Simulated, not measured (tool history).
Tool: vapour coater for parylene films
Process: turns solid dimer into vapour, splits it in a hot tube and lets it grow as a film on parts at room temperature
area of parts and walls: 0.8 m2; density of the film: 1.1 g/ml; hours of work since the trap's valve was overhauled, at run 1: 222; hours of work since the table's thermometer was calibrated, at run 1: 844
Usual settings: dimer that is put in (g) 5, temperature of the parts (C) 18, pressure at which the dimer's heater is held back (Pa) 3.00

run   hour  dimer that is put in (g)  temperature of the parts (C)  pressure at which the dimer's heater is held back (Pa)  hours of work since the trap's valve was overhauled  hours of work since the table's thermometer was calibrated  thickness of the film (nm)
  1    0.0                         5                            18                                                    3.00                                                  222                                                         844                        3920
  2   19.5                         5                            18                                                    3.00                                                  235                                                         857                        3880
  3   46.9                         5                            26                                                    3.00                                                  254                                                         876                        2990
  4   80.3                         5                            26                                                    3.00                                                  276                                                         898                        2980
     120.3  -- trap's valve overhauled
  5  129.9                         5                            26                                                    3.00                                                    6                                                         928                        2740
  6  172.1                         5                            26                                                    3.00                                                   35                                                         957                        2690
  7  214.0                         5                            26                                                    3.00                                                   62                                                         984                        2730
  8  261.2                         5                            26                                                    3.00                                                   94                                                        1016                        2640
  9  284.7                         5                            26                                                    3.00                                                  110                                                        1032                        2620
 10  328.4                         5                            26                                                    3.00                                                  139                                                        1061                        2610
     353.7  -- trap's valve overhauled, once more
 11  376.2                         5                            18                                                    2.08                                                   15                                                        1090                        4750
 12  406.9                         5                            14                                                    2.29                                                   36                                                        1110                        5160
 13  435.4                         3                            18                                                    7.68                                                   54                                                        1129                        1980
 14  472.0                         5                            11                                                   10.14                                                   79                                                        1154                        3790
 15  504.2                         5                            18                                                    3.00                                                  100                                                        1175                        4190

Forecast each of these 3 alternatives for the next run:
  A  549.2                         2                            18                                                    3.00                                                  130                                                        1205                           ?
  B  549.2                         3                            18                                                    7.26                                                  130                                                        1205                           ?
  C  549.2                         5                            11                                                    3.90                                                  130                                                        1205                           ?

run  thickness of the film (nm)
  A                        1650
  B                        1960
  C                        4780
Without the tool's hidden state the same runs would have given:
run  thickness of the film (nm)
  A                        1690
  B                        2010
  C                        4920
